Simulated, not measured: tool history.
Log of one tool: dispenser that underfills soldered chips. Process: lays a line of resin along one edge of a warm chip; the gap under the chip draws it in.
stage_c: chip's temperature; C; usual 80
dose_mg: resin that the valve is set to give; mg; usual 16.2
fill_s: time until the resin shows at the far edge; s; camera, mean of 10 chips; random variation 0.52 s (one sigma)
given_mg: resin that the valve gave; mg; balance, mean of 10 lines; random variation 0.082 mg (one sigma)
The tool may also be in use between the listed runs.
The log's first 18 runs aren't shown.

At hour 130.2: new syringe of resin.
Run 19, hour 132.3: usual settings but stage_c 82 C, dose_mg 16.8 mg. Result: fill_s 40.3 s, given_mg 16.5 mg.
At hour 142.8: new syringe of resin.
Run 20, hour 142.8: usual settings but stage_c 90 C. Result: fill_s 26.3 s, given_mg 15.84 mg.
Run 21, hour 148.6: usual settings but stage_c 90 C. Result: fill_s 33.3 s, given_mg 15.81 mg.
At hour 156.2: new syringe of resin.
Run 22, hour 159.4: usual settings but stage_c 72 C, dose_mg 14.1 mg. Result: fill_s 68.7 s, given_mg 13.69 mg.
Run 23, hour 164.4: usual settings but stage_c 76 C, dose_mg 15.9 mg. Result: fill_s 65.7 s, given_mg 15.33 mg.
At hour 169.1: new syringe of resin.
Run 24, hour 169.6: usual settings but stage_c 78 C, dose_mg 13.9 mg. Result: fill_s 48.7 s, given_mg 13.41 mg.
Run 25, hour 178.4: usual settings but stage_c 77 C, dose_mg 19.3 mg. Result: fill_s 63.3 s, given_mg 18.53 mg.
At hour 182.3: new syringe of resin.
Run 26, hour 189.1: usual settings but stage_c 77 C, dose_mg 19.3 mg. Result: fill_s 56.4 s, given_mg 18.32 mg.
At hour 195.1: dispensing valve cleaned and set on the balance.
At hour 196.3: new syringe of resin.
Run 27, hour 197.1: usual settings but stage_c 77 C, dose_mg 16.7 mg. Result: fill_s 46.8 s, given_mg 16.61 mg.
Run 28, hour 206: usual settings but stage_c 77 C, dose_mg 16.7 mg. Result: fill_s 65.2 s, given_mg 16.7 mg.
At hour 209.2: new syringe of resin.
Run 29, hour 213.6: usual settings but stage_c 95 C, dose_mg 16.4 mg. Result: fill_s 24.2 s, given_mg 16.18 mg.
At hour 222.2: new syringe of resin.
Run 30, hour 223.1: usual settings but stage_c 81 C, dose_mg 21 mg. Result: fill_s 37.6 s, given_mg 20.63 mg.
Run 31, hour 230: usual settings but stage_c 87 C. Result: fill_s 38.7 s, given_mg 15.79 mg.

Forecast each of these 5 alternatives for the next run:
At hour 235.7: new syringe of resin.
Run A, hour 236: usual settings but stage_c 77 C. Result: fill_s ?, given_mg ?.
At hour 235.7: new syringe of resin.
Run B, hour 236: usual settings but stage_c 87 C, dose_mg 19.6 mg. Result: fill_s ?, given_mg ?.
At hour 235.7: new syringe of resin.
Run C, hour 236: usual settings but stage_c 69 C, dose_mg 18.2 mg. Result: fill_s ?, given_mg ?.
At hour 235.7: new syringe of resin.
Run D, hour 236: usual settings but stage_c 82 C, dose_mg 15.6 mg. Result: fill_s ?, given_mg ?.
At hour 235.7: new syringe of resin.
Run E, hour 236: usual settings but stage_c 69 C, dose_mg 17.6 mg. Result: fill_s ?, given_mg ?.

run  fill_s  given_mg
  A    44.7     15.92
  B    28.6     19.36
  C    65.3     17.79
  D    36.7      15.3
  E    63.9     17.34
Without the tool's hidden state the same runs would have given:
run  fill_s  given_mg
  A    47.7     16.27
  B    30.5     19.77
  C      70     18.17
  D    38.9     15.63
  E    68.4     17.72

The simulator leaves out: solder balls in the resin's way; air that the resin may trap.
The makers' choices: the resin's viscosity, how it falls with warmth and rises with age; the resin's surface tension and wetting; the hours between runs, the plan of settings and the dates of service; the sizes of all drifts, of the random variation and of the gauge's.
